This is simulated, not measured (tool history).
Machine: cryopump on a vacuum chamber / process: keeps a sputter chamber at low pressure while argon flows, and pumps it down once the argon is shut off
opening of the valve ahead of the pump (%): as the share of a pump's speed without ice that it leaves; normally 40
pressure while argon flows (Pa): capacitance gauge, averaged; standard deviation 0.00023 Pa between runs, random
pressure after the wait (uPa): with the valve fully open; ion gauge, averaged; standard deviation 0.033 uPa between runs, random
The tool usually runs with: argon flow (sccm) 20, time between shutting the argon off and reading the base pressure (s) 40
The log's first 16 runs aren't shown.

run,hour,argon flow (sccm),time between shutting the argon off and reading the base pressure (s),opening of the valve ahead of the pump (%),pressure while argon flows (Pa),pressure after the wait (uPa)
17,209,20,61,40,0.0425,1.54
18,219.7,20,242,40,0.0421,0.74
19,231.1,20,104,46,0.0369,1.1
20,239,26,104,46,0.049,1.11
21,251.4,30,104,22,0.1128,1.14
22,268.4,30,104,22,0.1133,1.08
23,277.1,30,104,22,0.1132,1.14
24,285.3,30,104,22,0.1129,1.14
25,294,9,40,40,0.0191,2.19
26,302.8,9,82,40,0.0194,1.27
27,317.5,9,82,40,0.0192,1.32
28,330.6,19,40,25,0.0638,2.12
29,344.3,19,40,25,0.0632,2.17
# hour 354.9: pump warmed up, emptied and cooled again
30,365.2,20,109,40,0.0402,1.05

Each row is a separate what-if for the run after 30, all from the same tool condition, not one after another. Results?
A,380.3,11,143,40,?,?
B,380.3,29,31,40,?,?
C,380.3,31,74,19,?,?
D,380.3,20,40,26,?,?
E,380.3,20,109,16,?,?

run,pressure while argon flows (Pa),pressure after the wait (uPa)
A,0.0223,0.95
B,0.0584,2.54
C,0.1317,1.37
D,0.0624,2.16
E,0.1011,1.12
Had the tool no hidden state, the same runs would have come out as:
run,pressure while argon flows (Pa),pressure after the wait (uPa)
A,0.0222,0.61
B,0.058,2.21
C,0.1312,1.03
D,0.0621,1.82
E,0.1007,0.78
